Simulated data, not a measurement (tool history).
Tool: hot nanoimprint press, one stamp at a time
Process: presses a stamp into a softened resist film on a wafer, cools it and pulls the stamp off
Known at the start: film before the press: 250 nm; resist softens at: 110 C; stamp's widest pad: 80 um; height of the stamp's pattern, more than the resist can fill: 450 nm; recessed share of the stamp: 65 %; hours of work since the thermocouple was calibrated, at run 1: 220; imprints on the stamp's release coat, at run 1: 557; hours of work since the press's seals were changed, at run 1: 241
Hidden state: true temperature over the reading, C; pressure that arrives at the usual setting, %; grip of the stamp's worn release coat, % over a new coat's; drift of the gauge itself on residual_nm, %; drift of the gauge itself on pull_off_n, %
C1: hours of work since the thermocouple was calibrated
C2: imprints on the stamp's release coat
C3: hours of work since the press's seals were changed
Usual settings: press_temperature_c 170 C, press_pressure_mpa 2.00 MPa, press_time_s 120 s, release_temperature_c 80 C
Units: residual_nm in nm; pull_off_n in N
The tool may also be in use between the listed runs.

{"run": 1, "day": 0.0, "press_temperature_c": 170, "press_pressure_mpa": 2.0, "press_time_s": 120, "release_temperature_c": 80, "C1": 220, "C2": 557, "C3": 241, "residual_nm": 149.5, "pull_off_n": 136.4}
{"run": 2, "day": 0.254, "press_temperature_c": 170, "press_pressure_mpa": 2.0, "press_time_s": 120, "release_temperature_c": 80, "C1": 223, "C2": 573, "C3": 243, "residual_nm": 148.7, "pull_off_n": 135.8}
{"run": 3, "day": 0.504, "press_temperature_c": 170, "press_pressure_mpa": 1.21, "press_time_s": 120, "release_temperature_c": 80, "C1": 225, "C2": 589, "C3": 246, "residual_nm": 178.3, "pull_off_n": 135.4}
{"day": 1.088, "done": "stamp cleaned and given a new release coat"}
{"run": 4, "day": 1.196, "press_temperature_c": 170, "press_pressure_mpa": 1.21, "press_time_s": 120, "release_temperature_c": 80, "C1": 230, "C2": 7, "C3": 250, "residual_nm": 178.1, "pull_off_n": 135.3}
{"run": 5, "day": 1.671, "press_temperature_c": 170, "press_pressure_mpa": 1.21, "press_time_s": 120, "release_temperature_c": 80, "C1": 235, "C2": 38, "C3": 255, "residual_nm": 178.0, "pull_off_n": 135.6}
{"run": 6, "day": 2.1, "press_temperature_c": 177, "press_pressure_mpa": 2.0, "press_time_s": 120, "release_temperature_c": 80, "C1": 239, "C2": 65, "C3": 259, "residual_nm": 105.4, "pull_off_n": 135.3}
{"run": 7, "day": 2.629, "press_temperature_c": 170, "press_pressure_mpa": 2.0, "press_time_s": 120, "release_temperature_c": 80, "C1": 244, "C2": 99, "C3": 265, "residual_nm": 148.8, "pull_off_n": 135.8}
{"run": 8, "day": 3.129, "press_temperature_c": 170, "press_pressure_mpa": 2.0, "press_time_s": 120, "release_temperature_c": 80, "C1": 250, "C2": 131, "C3": 270, "residual_nm": 148.7, "pull_off_n": 135.8}
{"run": 9, "day": 3.433, "press_temperature_c": 170, "press_pressure_mpa": 2.0, "press_time_s": 65, "release_temperature_c": 80, "C1": 253, "C2": 151, "C3": 273, "residual_nm": 175.9, "pull_off_n": 136.0}
{"run": 10, "day": 3.721, "press_temperature_c": 170, "press_pressure_mpa": 2.0, "press_time_s": 65, "release_temperature_c": 69, "C1": 255, "C2": 169, "C3": 276, "residual_nm": 175.3, "pull_off_n": 156.0}
{"run": 11, "day": 4.075, "press_temperature_c": 170, "press_pressure_mpa": 2.0, "press_time_s": 120, "release_temperature_c": 80, "C1": 259, "C2": 192, "C3": 279, "residual_nm": 148.4, "pull_off_n": 135.2}
{"run": 12, "day": 4.429, "press_temperature_c": 170, "press_pressure_mpa": 2.0, "press_time_s": 120, "release_temperature_c": 80, "C1": 263, "C2": 214, "C3": 283, "residual_nm": 149.1, "pull_off_n": 135.8}
{"day": 4.717, "done": "plate thermocouple calibrated"}
{"run": 13, "day": 4.946, "press_temperature_c": 170, "press_pressure_mpa": 2.0, "press_time_s": 120, "release_temperature_c": 80, "C1": 2, "C2": 239, "C3": 287, "residual_nm": 149.1, "pull_off_n": 136.0}
{"run": 14, "day": 5.371, "press_temperature_c": 170, "press_pressure_mpa": 2.0, "press_time_s": 120, "release_temperature_c": 80, "C1": 7, "C2": 266, "C3": 291, "residual_nm": 148.6, "pull_off_n": 135.8}
{"run": 15, "day": 5.8, "press_temperature_c": 170, "press_pressure_mpa": 2.0, "press_time_s": 120, "release_temperature_c": 80, "C1": 11, "C2": 294, "C3": 295, "residual_nm": 148.8, "pull_off_n": 136.3}
{"run": 16, "day": 6.042, "press_temperature_c": 170, "press_pressure_mpa": 2.0, "press_time_s": 120, "release_temperature_c": 80, "C1": 13, "C2": 309, "C3": 298, "residual_nm": 148.7, "pull_off_n": 135.8}
{"run": 17, "day": 6.454, "press_temperature_c": 170, "press_pressure_mpa": 1.5, "press_time_s": 79, "release_temperature_c": 80, "C1": 18, "C2": 336, "C3": 302, "residual_nm": 183.2, "pull_off_n": 135.8}
{"run": 18, "day": 6.95, "press_temperature_c": 176, "press_pressure_mpa": 1.5, "press_time_s": 79, "release_temperature_c": 77, "C1": 23, "C2": 367, "C3": 307, "residual_nm": 145.5, "pull_off_n": 141.2}
{"run": 19, "day": 7.508, "press_temperature_c": 176, "press_pressure_mpa": 1.5, "press_time_s": 79, "release_temperature_c": 77, "C1": 28, "C2": 403, "C3": 313, "residual_nm": 145.5, "pull_off_n": 141.4}
{"run": 20, "day": 8.033, "press_temperature_c": 172, "press_pressure_mpa": 1.5, "press_time_s": 194, "release_temperature_c": 77, "C1": 34, "C2": 437, "C3": 318, "residual_nm": 131.5, "pull_off_n": 141.6}
{"run": 21, "day": 8.438, "press_temperature_c": 159, "press_pressure_mpa": 2.85, "press_time_s": 92, "release_temperature_c": 77, "C1": 38, "C2": 463, "C3": 322, "residual_nm": 211.9, "pull_off_n": 141.2}
{"run": 22, "day": 8.85, "press_temperature_c": 159, "press_pressure_mpa": 2.85, "press_time_s": 92, "release_temperature_c": 77, "C1": 42, "C2": 489, "C3": 326, "residual_nm": 211.2, "pull_off_n": 140.8}
{"run": 23, "day": 9.417, "press_temperature_c": 177, "press_pressure_mpa": 2.0, "press_time_s": 91, "release_temperature_c": 84, "C1": 48, "C2": 525, "C3": 332, "residual_nm": 116.1, "pull_off_n": 128.3}
{"run": 24, "day": 9.675, "press_temperature_c": 177, "press_pressure_mpa": 2.0, "press_time_s": 91, "release_temperature_c": 84, "C1": 50, "C2": 542, "C3": 335, "residual_nm": 116.9, "pull_off_n": 128.4}
{"run": 25, "day": 10.104, "press_temperature_c": 177, "press_pressure_mpa": 2.0, "press_time_s": 91, "release_temperature_c": 84, "C1": 55, "C2": 569, "C3": 339, "residual_nm": 116.3, "pull_off_n": 128.6}
{"run": 26, "day": 10.567, "press_temperature_c": 181, "press_pressure_mpa": 1.93, "press_time_s": 94, "release_temperature_c": 80, "C1": 59, "C2": 599, "C3": 344, "residual_nm": 95.9, "pull_off_n": 135.9}
{"day": 11.017, "done": "stamp cleaned and given a new release coat"}
{"run": 27, "day": 11.175, "press_temperature_c": 181, "press_pressure_mpa": 2.0, "press_time_s": 120, "release_temperature_c": 74, "C1": 63, "C2": 11, "C3": 347, "residual_nm": 85.6, "pull_off_n": 146.6}
{"run": 28, "day": 11.588, "press_temperature_c": 159, "press_pressure_mpa": 1.36, "press_time_s": 148, "release_temperature_c": 85, "C1": 67, "C2": 37, "C3": 351, "residual_nm": 224.2, "pull_off_n": 126.6}
{"run": 29, "day": 11.988, "press_temperature_c": 170, "press_pressure_mpa": 1.66, "press_time_s": 120, "release_temperature_c": 87, "C1": 71, "C2": 63, "C3": 355, "residual_nm": 159.7, "pull_off_n": 122.9}

4 ways to go on from here, each from the tool as it stands after run 29. What would each give?
{"run": "A", "day": 12.504, "press_temperature_c": 171, "press_pressure_mpa": 1.65, "press_time_s": 164, "release_temperature_c": 80, "C1": 76, "C2": 95, "C3": 361, "residual_nm": "?", "pull_off_n": "?"}
{"run": "B", "day": 12.504, "press_temperature_c": 170, "press_pressure_mpa": 2.0, "press_time_s": 66, "release_temperature_c": 80, "C1": 76, "C2": 95, "C3": 361, "residual_nm": "?", "pull_off_n": "?"}
{"run": "C", "day": 12.504, "press_temperature_c": 170, "press_pressure_mpa": 2.59, "press_time_s": 120, "release_temperature_c": 87, "C1": 76, "C2": 95, "C3": 361, "residual_nm": "?", "pull_off_n": "?"}
{"run": "D", "day": 12.504, "press_temperature_c": 171, "press_pressure_mpa": 2.0, "press_time_s": 120, "release_temperature_c": 80, "C1": 76, "C2": 95, "C3": 361, "residual_nm": "?", "pull_off_n": "?"}

run=A residual_nm=139.1 pull_off_n=135.8
run=B residual_nm=175.8 pull_off_n=135.3
run=C residual_nm=133.6 pull_off_n=122.8
run=D residual_nm=141.7 pull_off_n=136.0
Without the tool's hidden state the same runs would have given:
run=A residual_nm=139.1 pull_off_n=135.8
run=B residual_nm=175.8 pull_off_n=135.3
run=C residual_nm=133.7 pull_off_n=122.8
run=D residual_nm=141.8 pull_off_n=136.0
